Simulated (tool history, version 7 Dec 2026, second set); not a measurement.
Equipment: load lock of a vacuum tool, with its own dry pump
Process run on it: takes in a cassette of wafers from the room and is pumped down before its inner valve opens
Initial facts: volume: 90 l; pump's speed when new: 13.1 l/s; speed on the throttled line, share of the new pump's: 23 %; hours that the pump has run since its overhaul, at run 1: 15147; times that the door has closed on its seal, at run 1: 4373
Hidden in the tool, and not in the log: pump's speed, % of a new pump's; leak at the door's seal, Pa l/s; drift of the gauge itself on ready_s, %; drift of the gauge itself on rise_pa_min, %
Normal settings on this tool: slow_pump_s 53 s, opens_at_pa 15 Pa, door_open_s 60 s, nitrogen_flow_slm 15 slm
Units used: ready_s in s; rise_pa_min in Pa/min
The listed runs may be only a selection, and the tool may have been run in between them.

run	hour	slow_pump_s	opens_at_pa	door_open_s	nitrogen_flow_slm	hours that the pump has run since its overhaul	times that the door has closed on its seal	incoming humidity of the room's air, %	ready_s	rise_pa_min
1	0.0	53	15	60	15	15147	4373	46.6	112.2	0.040
2	79.3	53	15	90	15	15226	4482	43.3	113.1	0.038
3	134.9	53	15	90	15	15282	4559	42.8	114.9	0.037
4	202.1	53	15	60	15	15349	4652	41.3	115.3	0.042
5	307.8	53	15	60	15	15454	4798	48.0	114.5	0.038
6	404.7	53	15	60	15	15551	4932	44.8	114.7	0.039
7	478.2	53	15	60	15	15625	5034	45.2	113.8	0.042
8	585.4	53	14	60	15	15732	5182	47.0	114.3	0.038
9	675.5	53	19	60	15	15822	5307	49.2	111.8	0.043
10	761.3	53	19	60	15	15908	5426	46.7	113.1	0.041
11	815.8	53	27	60	15	15962	5501	44.2	109.9	0.038
12	913.7	53	27	60	15	16060	5637	44.0	108.0	0.035
13	1007.6	53	27	60	15	16154	5767	45.9	108.1	0.037
14	1104.0	53	27	29	9	16251	5900	48.6	109.4	0.042
15	1164.9	36	17	96	9	16311	5984	47.1	101.2	0.052
16	1245.7	26	29	65	10	16392	6096	45.0	88.4	0.046
17	1342.7	53	10	60	4	16489	6230	48.4	118.1	0.053

Predict the results of run 18:
18	1431.4	53	10	60	4	16578	6353	49.0	?	?

{"run 18": {"ready_s": 118.7, "rise_pa_min": 0.056}}
Minus the tool's unlogged condition, the same run would have read ready_s 105.5 s, rise_pa_min 0.039 Pa/min.

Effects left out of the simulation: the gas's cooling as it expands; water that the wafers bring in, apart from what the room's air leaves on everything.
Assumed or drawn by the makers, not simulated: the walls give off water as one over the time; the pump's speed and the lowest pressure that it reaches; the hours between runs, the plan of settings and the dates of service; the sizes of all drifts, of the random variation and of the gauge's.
